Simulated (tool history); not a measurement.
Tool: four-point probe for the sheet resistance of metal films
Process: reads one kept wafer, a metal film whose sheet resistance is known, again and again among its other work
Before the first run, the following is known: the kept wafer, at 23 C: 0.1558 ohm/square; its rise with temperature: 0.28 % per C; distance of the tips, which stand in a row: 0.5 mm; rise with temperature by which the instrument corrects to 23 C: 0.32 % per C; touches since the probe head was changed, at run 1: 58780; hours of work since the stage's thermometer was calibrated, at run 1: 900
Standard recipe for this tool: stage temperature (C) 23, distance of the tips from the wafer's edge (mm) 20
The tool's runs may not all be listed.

run     day  stage temperature (C)  distance of the tips from the wafer's edge (mm)  touches since the probe head was changed  hours of work since the stage's thermometer was calibrated  sheet resistance as the instrument gives it (ohm/square)
  1   0.000                     23                                               20                                     58780                                                         900                                                  0.157376
  2   1.192                     23                                               20                                     59557                                                         921                                                  0.157370
  3   2.362                     23                                               20                                     60322                                                         942                                                  0.157379
  4   2.917                     31                                               20                                     60682                                                         951                                                  0.156857
  5   3.929                     31                                               20                                     61343                                                         969                                                  0.156827
  6   4.721                     31                                               20                                     61861                                                         983                                                  0.156893
  7   5.646                     31                                               49                                     62464                                                         999                                                  0.156844
  8   6.654                     22                                               20                                     63122                                                        1017                                                  0.157560
  9   7.750                     22                                               20                                     63835                                                        1036                                                  0.157620
 10   8.346                     22                                               20                                     64224                                                        1046                                                  0.157600
 11   9.275                     22                                               20                                     64831                                                        1062                                                  0.157614
 12  10.454                     22                                               20                                     65601                                                        1083                                                  0.157680
 13  11.333                     23                                               20                                     66174                                                        1098                                                  0.157578
 14  12.154                     23                                               20                                     66710                                                        1112                                                  0.157649
 15  13.279                     23                                                5                                     67443                                                        1132                                                  0.158413
 16  14.242                     19                                               20                                     68072                                                        1149                                                  0.158014
 17  15.083                     19                                               20                                     68620                                                        1164                                                  0.158064
 18  16.067                     19                                               20                                     69262                                                        1181                                                  0.158046
     16.192  -- new probe head fitted
 19  16.958                     27                                               20                                       500                                                        1196                                                  0.156368
 20  17.662                     23                                               28                                       960                                                        1208                                                  0.156647
 21  18.629                     24                                               14                                      1591                                                        1225                                                  0.156654
 22  19.921                     20                                               44                                      2434                                                        1247                                                  0.156909
 23  21.104                     20                                               63                                      3205                                                        1268                                                  0.156894
 24  21.904                     24                                                7                                      3728                                                        1282                                                  0.157106
 25  22.950                     28                                                5                                      4409                                                        1300                                                  0.157211
 26  23.825                     24                                               17                                      4981                                                        1315                                                  0.156739
 27  24.683                     20                                                6                                      5540                                                        1330                                                  0.157577
 28  25.571                     18                                                9                                      6120                                                        1346                                                  0.157391
 29  26.604                     24                                                5                                      6793                                                        1364                                                  0.157575
 30  27.279                     19                                                5                                      7234                                                        1376                                                  0.157936
 31  27.921                     19                                                5                                      7653                                                        1387                                                  0.157952
 32  29.275                     32                                               50                                      8536                                                        1411                                                  0.156179
 33  29.975                     21                                                3                                      8993                                                        1423                                                  0.159404
 34  31.088                     21                                                3                                      9718                                                        1442                                                  0.159393
 35  31.929                     18                                               31                                     10269                                                        1457                                                  0.157314
 36  33.250                     18                                               31                                     11128                                                        1480                                                  0.157409
 37  34.238                     27                                               20                                     11774                                                        1497                                                  0.156816
 38  35.521                     31                                               30                                     12612                                                        1520                                                  0.156492

Hidden state or all else? Some run-to-run changes of sheet resistance as the instrument gives it (ohm/square), split into what the settings, what came in and random variation would give without the hidden state, and what is left for the hidden state (with any gauge scatter that isn't in both results):
Hidden state present: inner tips' distance over the nominal, %; tips' flats over new ones', %; wafer's true temperature over the reading, C; drift of the gauge itself on sheet_ohm, %.
Run 14 -> 15: distance of the tips from the wafer's edge (mm) 20 -> 5. sheet resistance as the instrument gives it (ohm/square) +0.000764: hidden state +0.000034, all else +0.000730.
Run 18 -> 19: stage temperature (C) 19 -> 27, new probe head fitted. sheet resistance as the instrument gives it (ohm/square) -0.001678: hidden state -0.001113, all else -0.000565.
Run 31 -> 32: stage temperature (C) 19 -> 32, distance of the tips from the wafer's edge (mm) 5 -> 50. sheet resistance as the instrument gives it (ohm/square) -0.001773: hidden state +0.000015, all else -0.001788.
Run 32 -> 33: stage temperature (C) 32 -> 21, distance of the tips from the wafer's edge (mm) 50 -> 3. sheet resistance as the instrument gives it (ohm/square) +0.003225: hidden state +0.000040, all else +0.003185.
Run 34 -> 35: stage temperature (C) 21 -> 18, distance of the tips from the wafer's edge (mm) 3 -> 31. sheet resistance as the instrument gives it (ohm/square) -0.002079: hidden state +0.000005, all else -0.002084.
